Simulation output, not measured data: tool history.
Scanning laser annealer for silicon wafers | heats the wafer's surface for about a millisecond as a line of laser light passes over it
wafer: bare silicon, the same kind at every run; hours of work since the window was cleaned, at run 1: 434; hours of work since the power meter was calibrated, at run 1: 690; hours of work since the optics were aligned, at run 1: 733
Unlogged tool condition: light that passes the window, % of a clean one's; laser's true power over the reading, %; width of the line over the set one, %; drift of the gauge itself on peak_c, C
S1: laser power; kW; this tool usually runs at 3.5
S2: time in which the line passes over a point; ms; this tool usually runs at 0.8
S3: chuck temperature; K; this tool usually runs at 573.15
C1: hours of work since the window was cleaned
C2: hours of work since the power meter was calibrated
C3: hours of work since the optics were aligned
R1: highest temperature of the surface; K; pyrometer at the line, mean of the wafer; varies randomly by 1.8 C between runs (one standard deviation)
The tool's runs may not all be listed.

{"run": 1, "hour": 0.0, "S1": 3.5, "S2": 0.8, "S3": 573.15, "C1": 434, "C2": 690, "C3": 733, "R1": 1280.15}
{"run": 2, "hour": 27.4, "S1": 3.5, "S2": 0.8, "S3": 573.15, "C1": 449, "C2": 705, "C3": 749, "R1": 1282.15}
{"run": 3, "hour": 50.6, "S1": 3.5, "S2": 0.8, "S3": 573.15, "C1": 462, "C2": 719, "C3": 762, "R1": 1280.15}
{"run": 4, "hour": 101.1, "S1": 3.5, "S2": 0.8, "S3": 573.15, "C1": 491, "C2": 747, "C3": 791, "R1": 1282.15}
{"run": 5, "hour": 148.6, "S1": 3.5, "S2": 0.8, "S3": 573.15, "C1": 518, "C2": 774, "C3": 817, "R1": 1277.15}
{"run": 6, "hour": 190.2, "S1": 3.559, "S2": 0.8, "S3": 573.15, "C1": 541, "C2": 797, "C3": 841, "R1": 1291.15}
{"hour": 197.6, "done": "optics aligned, line set to its width"}
{"run": 7, "hour": 220.7, "S1": 3.559, "S2": 0.8, "S3": 573.15, "C1": 556, "C2": 812, "C3": 13, "R1": 1285.15}
{"run": 8, "hour": 275.5, "S1": 3.5, "S2": 0.8, "S3": 573.15, "C1": 586, "C2": 843, "C3": 44, "R1": 1271.15}
{"run": 9, "hour": 322.5, "S1": 3.5, "S2": 0.8, "S3": 573.15, "C1": 613, "C2": 869, "C3": 71, "R1": 1271.15}
{"hour": 337.0, "done": "optics aligned, line set to its width, once more"}
{"run": 10, "hour": 362.8, "S1": 3.5, "S2": 0.8, "S3": 573.15, "C1": 633, "C2": 889, "C3": 15, "R1": 1284.15}
{"run": 11, "hour": 417.3, "S1": 3.5, "S2": 0.8, "S3": 576.15, "C1": 664, "C2": 920, "C3": 45, "R1": 1287.15}
{"run": 12, "hour": 471.7, "S1": 3.5, "S2": 0.8, "S3": 576.15, "C1": 695, "C2": 951, "C3": 76, "R1": 1287.15}

Run 13 is up next; what results do you expect?
{"run": 13, "hour": 527.3, "S1": 3.564, "S2": 0.724, "S3": 544.15, "C1": 726, "C2": 982, "C3": 108, "R1": "?"}

Run 13 measured R1 1234.15 K.
Were there no unlogged condition in the tool, this run, its random variation unchanged, would have produced R1 1250.15 K.
